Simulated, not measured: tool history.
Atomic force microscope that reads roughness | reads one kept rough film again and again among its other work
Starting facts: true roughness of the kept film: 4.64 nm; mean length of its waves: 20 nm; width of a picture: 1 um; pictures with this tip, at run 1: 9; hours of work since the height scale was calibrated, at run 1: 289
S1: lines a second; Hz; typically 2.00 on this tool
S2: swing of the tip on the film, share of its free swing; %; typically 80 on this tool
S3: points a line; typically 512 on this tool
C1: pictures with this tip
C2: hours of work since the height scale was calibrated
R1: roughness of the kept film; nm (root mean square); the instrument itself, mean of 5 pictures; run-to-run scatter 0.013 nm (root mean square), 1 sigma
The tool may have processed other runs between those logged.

{"run": 1, "hour": 0.0, "S1": 2.0, "S2": 80, "S3": 512, "C1": 9, "C2": 289, "R1": 3.059}
{"run": 2, "hour": 17.5, "S1": 2.0, "S2": 80, "S3": 512, "C1": 28, "C2": 301, "R1": 3.013}
{"run": 3, "hour": 40.7, "S1": 2.0, "S2": 80, "S3": 512, "C1": 53, "C2": 317, "R1": 2.973}
{"run": 4, "hour": 61.4, "S1": 2.0, "S2": 80, "S3": 512, "C1": 76, "C2": 331, "R1": 2.878}
{"run": 5, "hour": 84.3, "S1": 2.0, "S2": 80, "S3": 512, "C1": 101, "C2": 347, "R1": 2.794}
{"run": 6, "hour": 96.9, "S1": 2.0, "S2": 80, "S3": 512, "C1": 114, "C2": 356, "R1": 2.809}
{"run": 7, "hour": 113.5, "S1": 2.0, "S2": 80, "S3": 512, "C1": 132, "C2": 367, "R1": 2.737}
{"run": 8, "hour": 131.4, "S1": 2.0, "S2": 80, "S3": 512, "C1": 152, "C2": 379, "R1": 2.658}
{"run": 9, "hour": 144.3, "S1": 2.0, "S2": 80, "S3": 512, "C1": 166, "C2": 388, "R1": 2.651}
{"run": 10, "hour": 171.4, "S1": 2.0, "S2": 80, "S3": 512, "C1": 195, "C2": 407, "R1": 2.601}
{"run": 11, "hour": 195.8, "S1": 2.0, "S2": 80, "S3": 512, "C1": 222, "C2": 424, "R1": 2.518}
{"run": 12, "hour": 215.1, "S1": 2.0, "S2": 80, "S3": 512, "C1": 243, "C2": 437, "R1": 2.485}
{"run": 13, "hour": 242.3, "S1": 2.0, "S2": 59, "S3": 512, "C1": 273, "C2": 456, "R1": 2.751}
{"run": 14, "hour": 267.8, "S1": 2.0, "S2": 80, "S3": 512, "C1": 301, "C2": 473, "R1": 2.375}
{"run": 15, "hour": 280.1, "S1": 2.0, "S2": 80, "S3": 512, "C1": 314, "C2": 482, "R1": 2.352}
{"run": 16, "hour": 305.4, "S1": 2.0, "S2": 80, "S3": 512, "C1": 342, "C2": 499, "R1": 2.308}
{"hour": 316.7, "done": "new tip fitted"}
{"run": 17, "hour": 326.0, "S1": 2.0, "S2": 80, "S3": 512, "C1": 11, "C2": 513, "R1": 3.059}
{"run": 18, "hour": 351.0, "S1": 2.0, "S2": 80, "S3": 512, "C1": 38, "C2": 530, "R1": 2.974}
{"run": 19, "hour": 373.6, "S1": 2.0, "S2": 80, "S3": 973, "C1": 62, "C2": 546, "R1": 2.928}
{"run": 20, "hour": 399.5, "S1": 2.0, "S2": 80, "S3": 512, "C1": 91, "C2": 564, "R1": 2.795}
{"run": 21, "hour": 412.8, "S1": 2.0, "S2": 80, "S3": 429, "C1": 105, "C2": 573, "R1": 2.767}
{"run": 22, "hour": 436.1, "S1": 2.62, "S2": 80, "S3": 447, "C1": 130, "C2": 589, "R1": 2.576}
{"run": 23, "hour": 461.5, "S1": 2.62, "S2": 80, "S3": 447, "C1": 158, "C2": 606, "R1": 2.515}
{"run": 24, "hour": 483.4, "S1": 2.0, "S2": 66, "S3": 328, "C1": 182, "C2": 621, "R1": 2.841}
{"run": 25, "hour": 504.1, "S1": 2.19, "S2": 69, "S3": 512, "C1": 205, "C2": 636, "R1": 2.749}
{"run": 26, "hour": 518.7, "S1": 3.07, "S2": 70, "S3": 627, "C1": 221, "C2": 646, "R1": 2.573}
{"hour": 521.7, "done": "height scale calibrated on a step standard"}
{"run": 27, "hour": 546.2, "S1": 3.07, "S2": 57, "S3": 627, "C1": 249, "C2": 17, "R1": 2.753}
{"run": 28, "hour": 567.5, "S1": 3.07, "S2": 57, "S3": 627, "C1": 273, "C2": 32, "R1": 2.704}
{"run": 29, "hour": 584.4, "S1": 2.0, "S2": 88, "S3": 512, "C1": 291, "C2": 43, "R1": 2.221}
{"hour": 599.0, "done": "height scale calibrated on a step standard, once more"}
{"run": 30, "hour": 605.0, "S1": 2.0, "S2": 65, "S3": 532, "C1": 312, "C2": 4, "R1": 2.558}
{"run": 31, "hour": 621.3, "S1": 2.0, "S2": 65, "S3": 532, "C1": 330, "C2": 15, "R1": 2.533}
{"run": 32, "hour": 635.3, "S1": 1.14, "S2": 80, "S3": 688, "C1": 346, "C2": 25, "R1": 2.442}
{"hour": 641.6, "done": "new tip fitted"}
{"run": 33, "hour": 660.6, "S1": 3.8, "S2": 89, "S3": 931, "C1": 21, "C2": 42, "R1": 2.251}
{"run": 34, "hour": 687.5, "S1": 1.88, "S2": 80, "S3": 853, "C1": 50, "C2": 61, "R1": 2.938}
{"run": 35, "hour": 707.9, "S1": 1.88, "S2": 80, "S3": 853, "C1": 72, "C2": 75, "R1": 2.913}
{"run": 36, "hour": 734.4, "S1": 1.88, "S2": 80, "S3": 853, "C1": 101, "C2": 93, "R1": 2.814}
{"run": 37, "hour": 756.4, "S1": 2.0, "S2": 66, "S3": 376, "C1": 125, "C2": 108, "R1": 2.981}
{"run": 38, "hour": 782.9, "S1": 2.0, "S2": 66, "S3": 376, "C1": 154, "C2": 126, "R1": 2.896}
{"run": 39, "hour": 804.2, "S1": 2.0, "S2": 80, "S3": 476, "C1": 177, "C2": 141, "R1": 2.584}
{"run": 40, "hour": 822.9, "S1": 2.45, "S2": 62, "S3": 424, "C1": 197, "C2": 154, "R1": 2.82}
{"run": 41, "hour": 844.2, "S1": 1.52, "S2": 69, "S3": 497, "C1": 221, "C2": 168, "R1": 2.763}

Predict each of these 4 candidate next runs independently; none follows another, all start after run 41:
{"run": "A", "hour": 867.0, "S1": 0.58, "S2": 85, "S3": 512, "C1": 246, "C2": 184, "R1": "?"}
{"run": "B", "hour": 867.0, "S1": 0.8, "S2": 69, "S3": 497, "C1": 246, "C2": 184, "R1": "?"}
{"run": "C", "hour": 867.0, "S1": 2.13, "S2": 70, "S3": 861, "C1": 246, "C2": 184, "R1": "?"}
{"run": "D", "hour": 867.0, "S1": 1.03, "S2": 69, "S3": 483, "C1": 246, "C2": 184, "R1": "?"}

run=A R1=2.758
run=B R1=2.834
run=C R1=2.605
run=D R1=2.768
With the hidden condition removed and each run's random variation left untouched, the same runs would have given:
run=A R1=3.488
run=B R1=3.583
run=C R1=3.294
run=D R1=3.501
